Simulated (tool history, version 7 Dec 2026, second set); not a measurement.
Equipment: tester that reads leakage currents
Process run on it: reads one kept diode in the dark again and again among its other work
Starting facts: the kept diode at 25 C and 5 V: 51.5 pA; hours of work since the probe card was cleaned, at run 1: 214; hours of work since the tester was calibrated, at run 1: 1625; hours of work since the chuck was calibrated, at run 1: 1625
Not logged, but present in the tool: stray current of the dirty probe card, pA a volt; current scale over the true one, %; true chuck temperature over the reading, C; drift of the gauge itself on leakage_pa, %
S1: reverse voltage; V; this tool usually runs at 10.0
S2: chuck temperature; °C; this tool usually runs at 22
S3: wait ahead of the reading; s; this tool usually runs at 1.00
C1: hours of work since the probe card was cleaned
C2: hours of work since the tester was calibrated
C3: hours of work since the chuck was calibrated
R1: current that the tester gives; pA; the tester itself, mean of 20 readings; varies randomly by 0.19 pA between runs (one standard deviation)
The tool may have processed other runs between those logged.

| run | hour | S1 | S2 | S3 | C1 | C2 | C3 | R1 |
|---|---|---|---|---|---|---|---|---|
| 1 | 0.0 | 10.0 | 22 | 1.00 | 214 | 1625 | 1625 | 60.78 |
| 2 | 130.0 | 17.7 | 22 | 1.00 | 307 | 1718 | 1718 | 83.20 |
|  | 212.1 | chuck's temperature calibrated |
| 3 | 253.9 | 10.0 | 22 | 1.00 | 394 | 1805 | 30 | 61.13 |
| 4 | 330.1 | 10.0 | 49 | 1.00 | 449 | 1860 | 84 | 379.88 |
| 5 | 389.6 | 10.0 | 49 | 6.42 | 491 | 1902 | 127 | 379.97 |
| 6 | 492.9 | 10.0 | 49 | 6.42 | 565 | 1976 | 201 | 377.84 |
| 7 | 551.4 | 10.0 | 49 | 6.42 | 607 | 2018 | 242 | 379.67 |
| 8 | 630.4 | 10.0 | 22 | 0.37 | 663 | 2074 | 299 | 61.60 |
| 9 | 711.5 | 10.0 | 22 | 0.37 | 721 | 2132 | 357 | 61.40 |
| 10 | 791.8 | 10.0 | 28 | 1.00 | 778 | 2189 | 414 | 93.71 |
| 11 | 875.3 | 10.0 | 22 | 4.58 | 838 | 2249 | 473 | 60.49 |
| 12 | 966.3 | 10.0 | 22 | 4.58 | 903 | 2314 | 538 | 60.58 |
| 13 | 1083.6 | 15.4 | 22 | 1.00 | 987 | 2397 | 622 | 77.07 |
| 14 | 1169.8 | 3.0 | 46 | 8.72 | 1048 | 2459 | 684 | 162.44 |
| 15 | 1294.4 | 2.7 | 22 | 0.32 | 1137 | 2548 | 773 | 29.83 |
| 16 | 1361.8 | 2.7 | 22 | 0.32 | 1185 | 2596 | 821 | 29.92 |
| 17 | 1487.8 | 2.5 | 40 | 3.80 | 1275 | 2686 | 911 | 99.88 |
| 18 | 1585.2 | 1.0 | 22 | 1.00 | 1345 | 2756 | 980 | 17.31 |
| 19 | 1710.2 | 13.0 | 21 | 1.90 | 1434 | 2845 | 1069 | 65.04 |

Across each entry between runs, compare the hidden state at the last listed run before it with the hidden state at the first listed run after it:
In the gap between runs 2 and 3: chuck's temperature calibrated (hour 212.1)
  stray current of the dirty probe card, pA a volt: 0.022 -> 0.023; true chuck temperature over the reading, C: -0.01 -> 0

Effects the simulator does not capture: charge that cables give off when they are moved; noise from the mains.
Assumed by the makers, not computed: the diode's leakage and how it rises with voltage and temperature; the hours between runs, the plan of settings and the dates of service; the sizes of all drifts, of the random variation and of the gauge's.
